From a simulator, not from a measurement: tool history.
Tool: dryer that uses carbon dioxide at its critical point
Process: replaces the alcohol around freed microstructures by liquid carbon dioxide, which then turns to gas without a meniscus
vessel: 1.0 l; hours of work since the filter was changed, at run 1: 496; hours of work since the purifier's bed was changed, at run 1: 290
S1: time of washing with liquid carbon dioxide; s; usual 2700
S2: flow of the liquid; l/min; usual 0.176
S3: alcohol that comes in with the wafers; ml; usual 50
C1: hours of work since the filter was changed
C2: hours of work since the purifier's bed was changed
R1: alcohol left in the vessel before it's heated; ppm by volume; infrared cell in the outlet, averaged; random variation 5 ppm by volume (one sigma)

{"run": 1, "hour": 0.0, "S1": 2700, "S2": 0.176, "S3": 50, "C1": 496, "C2": 290, "R1": 179}
{"run": 2, "hour": 20.6, "S1": 2700, "S2": 0.176, "S3": 50, "C1": 512, "C2": 306, "R1": 205}
{"run": 3, "hour": 36.7, "S1": 2700, "S2": 0.176, "S3": 50, "C1": 524, "C2": 319, "R1": 205}
{"run": 4, "hour": 58.8, "S1": 2700, "S2": 0.176, "S3": 50, "C1": 542, "C2": 336, "R1": 217}
{"hour": 64.4, "done": "inlet filter changed"}
{"run": 5, "hour": 75.7, "S1": 2700, "S2": 0.176, "S3": 50, "C1": 9, "C2": 348, "R1": 170}
{"run": 6, "hour": 96.6, "S1": 2700, "S2": 0.176, "S3": 50, "C1": 25, "C2": 365, "R1": 167}
{"run": 7, "hour": 128.7, "S1": 1920, "S2": 0.176, "S3": 50, "C1": 50, "C2": 390, "R1": 366}
{"run": 8, "hour": 144.6, "S1": 1920, "S2": 0.176, "S3": 50, "C1": 63, "C2": 402, "R1": 382}
{"run": 9, "hour": 164.8, "S1": 2700, "S2": 0.176, "S3": 50, "C1": 78, "C2": 418, "R1": 181}
{"run": 10, "hour": 195.4, "S1": 2700, "S2": 0.176, "S3": 50, "C1": 102, "C2": 442, "R1": 201}
{"run": 11, "hour": 210.0, "S1": 3960, "S2": 0.176, "S3": 40, "C1": 114, "C2": 453, "R1": 176}
{"run": 12, "hour": 234.6, "S1": 3960, "S2": 0.197, "S3": 59, "C1": 133, "C2": 472, "R1": 182}
{"run": 13, "hour": 262.6, "S1": 1800, "S2": 0.128, "S3": 26, "C1": 155, "C2": 494, "R1": 954}
{"run": 14, "hour": 287.1, "S1": 2460, "S2": 0.273, "S3": 75, "C1": 174, "C2": 513, "R1": 193}
{"run": 15, "hour": 317.2, "S1": 2760, "S2": 0.188, "S3": 41, "C1": 197, "C2": 537, "R1": 214}
{"run": 16, "hour": 340.1, "S1": 2040, "S2": 0.254, "S3": 44, "C1": 215, "C2": 555, "R1": 221}
{"run": 17, "hour": 372.9, "S1": 3000, "S2": 0.252, "S3": 105, "C1": 241, "C2": 580, "R1": 224}
{"run": 18, "hour": 389.0, "S1": 3000, "S2": 0.252, "S3": 105, "C1": 253, "C2": 593, "R1": 223}
{"run": 19, "hour": 407.1, "S1": 2880, "S2": 0.185, "S3": 57, "C1": 268, "C2": 607, "R1": 252}

5 ways to go on from here, each from the tool as it stands after run 19. What would each give?
{"hour": 426.7, "done": "purifier's bed changed"}
{"run": "A", "hour": 439.6, "S1": 2580, "S2": 0.106, "S3": 31, "C1": 291, "C2": 10, "R1": "?"}
{"hour": 426.7, "done": "purifier's bed changed"}
{"run": "B", "hour": 439.6, "S1": 2700, "S2": 0.185, "S3": 57, "C1": 291, "C2": 10, "R1": "?"}
{"hour": 426.7, "done": "purifier's bed changed"}
{"run": "C", "hour": 439.6, "S1": 2880, "S2": 0.281, "S3": 20, "C1": 291, "C2": 10, "R1": "?"}
{"hour": 426.7, "done": "purifier's bed changed"}
{"run": "D", "hour": 439.6, "S1": 3900, "S2": 0.172, "S3": 37, "C1": 291, "C2": 10, "R1": "?"}
{"hour": 426.7, "done": "purifier's bed changed"}
{"run": "E", "hour": 439.6, "S1": 1980, "S2": 0.187, "S3": 57, "C1": 291, "C2": 10, "R1": "?"}

run=A R1=590
run=B R1=33
run=C R1=9
run=D R1=4
run=E R1=241
Without the tool's hidden state the same runs would have given:
run=A R1=387
run=B R1=10
run=C R1=5
run=D R1=0
run=E R1=133

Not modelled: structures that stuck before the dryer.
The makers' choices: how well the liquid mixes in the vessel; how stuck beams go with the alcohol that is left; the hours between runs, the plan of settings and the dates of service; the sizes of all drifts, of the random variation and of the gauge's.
